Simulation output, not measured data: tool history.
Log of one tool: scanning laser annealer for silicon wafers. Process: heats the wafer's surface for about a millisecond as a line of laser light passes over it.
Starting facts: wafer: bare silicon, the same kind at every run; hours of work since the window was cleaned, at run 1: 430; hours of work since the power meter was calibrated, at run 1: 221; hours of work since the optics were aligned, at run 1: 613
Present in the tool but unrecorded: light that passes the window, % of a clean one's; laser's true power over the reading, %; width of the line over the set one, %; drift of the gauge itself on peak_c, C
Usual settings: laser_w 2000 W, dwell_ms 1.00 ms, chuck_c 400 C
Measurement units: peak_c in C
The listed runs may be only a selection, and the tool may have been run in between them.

run	hour	laser_w	dwell_ms	chuck_c	hours of work since the window was cleaned	hours of work since the power meter was calibrated	hours of work since the optics were aligned	peak_c
1	0.0	2000	1.00	400	430	221	613	1102
2	5.3	2000	1.00	400	435	225	617	1105
3	13.1	2000	1.00	400	441	232	623	1106
4	24.2	2000	1.00	400	449	240	632	1102
5	31.7	2000	1.00	400	455	246	638	1103
# hour 35.6: laser's power meter calibrated
6	45.2	2000	1.00	400	464	8	646	1102
7	53.6	1789	1.00	433	470	14	653	1043
8	61.8	2025	1.00	390	477	21	659	1100
9	69.1	2081	1.07	435	483	26	665	1196
10	75.8	2081	1.07	435	488	32	670	1197
# hour 84.7: laser's power meter calibrated, once more
11	85.5	2081	1.07	435	493	1	676	1201
12	91.2	2081	1.07	435	498	5	680	1200

Branching from run 12: 5 alternative next runs. What would each branch give?
A	99.3	2056	0.96	400	504	12	686	?
B	99.3	1902	1.07	387	504	12	686	?
C	99.3	1802	1.00	418	504	12	686	?
D	99.3	1972	1.06	369	504	12	686	?
E	99.3	2081	1.07	399	504	12	686	?

run	peak_c
A	1109
B	1073
C	1036
D	1083
E	1163
Had the tool no hidden state, the same runs would have come out as:
run	peak_c
A	1154
B	1116
C	1075
D	1128
E	1212
